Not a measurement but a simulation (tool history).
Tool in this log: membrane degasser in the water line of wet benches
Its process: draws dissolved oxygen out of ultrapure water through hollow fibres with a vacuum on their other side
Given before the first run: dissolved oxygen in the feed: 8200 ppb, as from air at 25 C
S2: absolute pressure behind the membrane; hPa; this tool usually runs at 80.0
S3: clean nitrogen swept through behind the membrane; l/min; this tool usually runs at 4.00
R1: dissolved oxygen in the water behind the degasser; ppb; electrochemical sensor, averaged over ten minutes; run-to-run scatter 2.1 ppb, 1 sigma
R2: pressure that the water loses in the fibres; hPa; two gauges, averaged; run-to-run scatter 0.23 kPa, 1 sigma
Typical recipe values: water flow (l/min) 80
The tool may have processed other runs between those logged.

{"run": 1, "hour": 0.0, "water flow (l/min)": 80, "S2": 80.0, "S3": 4.0, "R1": 225.0, "R2": 612.7}
{"run": 2, "hour": 131.8, "water flow (l/min)": 80, "S2": 80.0, "S3": 4.0, "R1": 227.4, "R2": 618.1}
{"run": 3, "hour": 266.3, "water flow (l/min)": 80, "S2": 80.0, "S3": 4.0, "R1": 230.1, "R2": 618.5}
{"run": 4, "hour": 403.5, "water flow (l/min)": 80, "S2": 80.0, "S3": 4.0, "R1": 231.1, "R2": 616.6}
{"run": 5, "hour": 555.8, "water flow (l/min)": 80, "S2": 80.0, "S3": 4.0, "R1": 229.8, "R2": 621.3}
{"run": 6, "hour": 679.9, "water flow (l/min)": 80, "S2": 80.0, "S3": 4.0, "R1": 230.7, "R2": 620.4}
{"run": 7, "hour": 771.4, "water flow (l/min)": 80, "S2": 80.0, "S3": 4.0, "R1": 229.4, "R2": 622.1}
{"run": 8, "hour": 876.6, "water flow (l/min)": 80, "S2": 80.0, "S3": 4.0, "R1": 230.4, "R2": 619.5}
{"run": 9, "hour": 1037.6, "water flow (l/min)": 80, "S2": 151.6, "S3": 4.0, "R1": 524.2, "R2": 622.0}
{"run": 10, "hour": 1192.8, "water flow (l/min)": 71, "S2": 80.0, "S3": 4.0, "R1": 205.6, "R2": 552.0}
{"run": 11, "hour": 1329.9, "water flow (l/min)": 71, "S2": 80.0, "S3": 4.0, "R1": 205.4, "R2": 552.6}
{"run": 12, "hour": 1402.1, "water flow (l/min)": 80, "S2": 80.0, "S3": 4.0, "R1": 237.9, "R2": 625.0}
{"run": 13, "hour": 1516.0, "water flow (l/min)": 80, "S2": 80.0, "S3": 4.0, "R1": 235.8, "R2": 623.2}
{"run": 14, "hour": 1638.1, "water flow (l/min)": 80, "S2": 80.0, "S3": 4.0, "R1": 240.2, "R2": 623.2}
{"run": 15, "hour": 1726.2, "water flow (l/min)": 80, "S2": 80.0, "S3": 4.0, "R1": 236.4, "R2": 628.9}
{"run": 16, "hour": 1810.1, "water flow (l/min)": 80, "S2": 80.0, "S3": 2.91, "R1": 305.7, "R2": 628.6}
{"run": 17, "hour": 1900.2, "water flow (l/min)": 101, "S2": 177.0, "S3": 4.0, "R1": 769.7, "R2": 787.3}
{"run": 18, "hour": 2021.2, "water flow (l/min)": 118, "S2": 96.0, "S3": 6.58, "R1": 303.3, "R2": 924.2}
{"run": 19, "hour": 2139.6, "water flow (l/min)": 63, "S2": 96.0, "S3": 6.58, "R1": 156.9, "R2": 489.5}
{"run": 20, "hour": 2279.9, "water flow (l/min)": 59, "S2": 80.0, "S3": 5.27, "R1": 141.2, "R2": 464.6}
{"run": 21, "hour": 2350.3, "water flow (l/min)": 50, "S2": 80.2, "S3": 9.6, "R1": 68.3, "R2": 396.6}
{"run": 22, "hour": 2457.0, "water flow (l/min)": 92, "S2": 94.4, "S3": 4.52, "R1": 312.0, "R2": 724.9}
{"run": 23, "hour": 2527.5, "water flow (l/min)": 71, "S2": 169.4, "S3": 4.52, "R1": 484.9, "R2": 556.2}
{"hour": 2591.8, "done": "seals of the vacuum lines changed"}
{"run": 24, "hour": 2616.6, "water flow (l/min)": 71, "S2": 169.4, "S3": 4.52, "R1": 487.5, "R2": 557.4}
{"run": 25, "hour": 2784.3, "water flow (l/min)": 123, "S2": 80.0, "S3": 8.37, "R1": 220.0, "R2": 970.6}
{"run": 26, "hour": 2873.9, "water flow (l/min)": 123, "S2": 80.0, "S3": 8.37, "R1": 217.2, "R2": 977.4}
{"run": 27, "hour": 2993.2, "water flow (l/min)": 76, "S2": 193.5, "S3": 3.69, "R1": 711.8, "R2": 599.1}
{"run": 28, "hour": 3139.0, "water flow (l/min)": 76, "S2": 193.5, "S3": 3.69, "R1": 715.1, "R2": 601.4}
{"run": 29, "hour": 3231.8, "water flow (l/min)": 76, "S2": 193.5, "S3": 11.64, "R1": 260.5, "R2": 600.9}
{"run": 30, "hour": 3338.6, "water flow (l/min)": 80, "S2": 174.4, "S3": 4.0, "R1": 633.4, "R2": 635.1}
{"run": 31, "hour": 3476.4, "water flow (l/min)": 83, "S2": 88.4, "S3": 4.0, "R1": 284.1, "R2": 654.5}
{"run": 32, "hour": 3613.8, "water flow (l/min)": 71, "S2": 185.6, "S3": 3.06, "R1": 742.8, "R2": 562.6}

Selected run-to-run steps in R1, each split into two signed amounts: the part the tool would show with no hidden state at all (from settings, incoming material and random variation), and the remainder, which goes to the hidden state together with any gauge scatter not common to the measured and the hidden-state-free results:
What the log doesn't record here: membrane still open, %; true pressure behind the membrane over the reading, kPa; air that leaks in behind the membrane, l/min; drift of the gauge itself on oxygen_ppb, %; drift of the gauge itself on loss_of_pressure_kpa, %.
Run 16 -> 17: water flow (l/min) 80 -> 101, S2 80.0 -> 177.0, S3 2.91 -> 4.00. R1 +464.0 ppb: hidden state +0.6, all else +463.4.
Run 17 -> 18: water flow (l/min) 101 -> 118, S2 177.0 -> 96.0, S3 4.00 -> 6.58. R1 -466.4 ppb: hidden state +1.4, all else -467.8.
Run 18 -> 19: water flow (l/min) 118 -> 63. R1 -146.4 ppb: hidden state -17.8, all else -128.6.
Run 21 -> 22: water flow (l/min) 50 -> 92, S2 80.2 -> 94.4, S3 9.60 -> 4.52. R1 +243.7 ppb: hidden state +20.9, all else +222.8.
Run 26 -> 27: water flow (l/min) 123 -> 76, S2 80.0 -> 193.5, S3 8.37 -> 3.69. R1 +494.6 ppb: hidden state -8.4, all else +503.0.
Run 29 -> 30: water flow (l/min) 76 -> 80, S2 193.5 -> 174.4, S3 11.64 -> 4.00. R1 +372.9 ppb: hidden state +15.6, all else +357.3.
